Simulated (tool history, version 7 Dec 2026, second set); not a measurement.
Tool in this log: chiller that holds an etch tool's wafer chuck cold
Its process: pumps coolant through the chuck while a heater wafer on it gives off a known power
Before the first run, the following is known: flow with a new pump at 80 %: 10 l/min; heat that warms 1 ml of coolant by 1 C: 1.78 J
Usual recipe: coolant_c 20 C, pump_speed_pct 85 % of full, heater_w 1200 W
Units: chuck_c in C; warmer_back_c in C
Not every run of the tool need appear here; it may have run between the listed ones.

run    hour  coolant_c  pump_speed_pct  heater_w  chuck_c  warmer_back_c
  1       0         20              85      1200     33.8            3.8
  2    33.1         20              85      1200     33.9           3.82
  3    70.5         20              85      1200     32.4           3.88
  4     108         20              85      1200     32.3           3.85
  5   129.6         20              85      1200     32.5           3.82
  6   177.3         20              61      1200     35.1           5.31
  7   215.6         20              69      1200       34           4.72
  8   260.4         20              69      1200     34.1           4.75
  9   291.5         20              69      1200     34.1           4.72
 10   319.2         20              85      1200     32.7           3.81
 11   360.5         20              85      1200     32.6           3.82
 12   389.9         20              85      1200     32.5           3.85
 13     413         20              85      1200     32.5           3.84
 14   450.9         20              85      1200     32.5           3.86
 15   479.7         20              85      1200     32.5           3.86
 16     527         20              85      1200     32.6           3.84
 17   557.5         30              85       665       37           2.12
 18   596.6         19              98      1238       31           3.43
 19   641.7         23              71      1200     36.8           4.62
 20   683.2         14              85      1200     26.4           3.86
 21   726.1         14              85      1200     26.7           3.86
 22     746         14              85      1123       26            3.6
 23   780.7         20              70      1597     38.6           6.19
 24   813.4         11              84      1697     28.5           5.53
 25   852.4         11              84      1697     28.8           5.52
 26   889.3         11              84      1697     28.8           5.55
 27     914         11              84      1697     28.9           5.54
 28   950.9         11              84      1623     27.8           5.29
 29   986.1         11              84      1623     27.7           5.27
 30  1019.8         11              84      1623     27.6           5.27
 31  1054.2         24              95      1200     35.5           3.48

Withheld: 2 entries from between the runs. Position of each, and hidden state at the listed run before versus the listed run after:
Between runs 2 and 3: coolant changed, channels flushed (hour 51.3)
  heat passed by the chuck's channels, % of clean ones': 88.4 -> 99.8; coolant's true temperature over the reading, C: 0.41 -> 0.42
  measured minus no-state result, chuck_c: +1.7 -> +0.4 C; warmer_back_c: +0.03 -> +0.02 C
Between runs 27 and 28: chiller's thermometer calibrated (hour 936.8)
  coolant's true temperature over the reading, C: 0.56 -> -0.03
  measured minus no-state result, chuck_c: +0.9 -> +0.4 C; warmer_back_c: +0.07 -> +0.07 C

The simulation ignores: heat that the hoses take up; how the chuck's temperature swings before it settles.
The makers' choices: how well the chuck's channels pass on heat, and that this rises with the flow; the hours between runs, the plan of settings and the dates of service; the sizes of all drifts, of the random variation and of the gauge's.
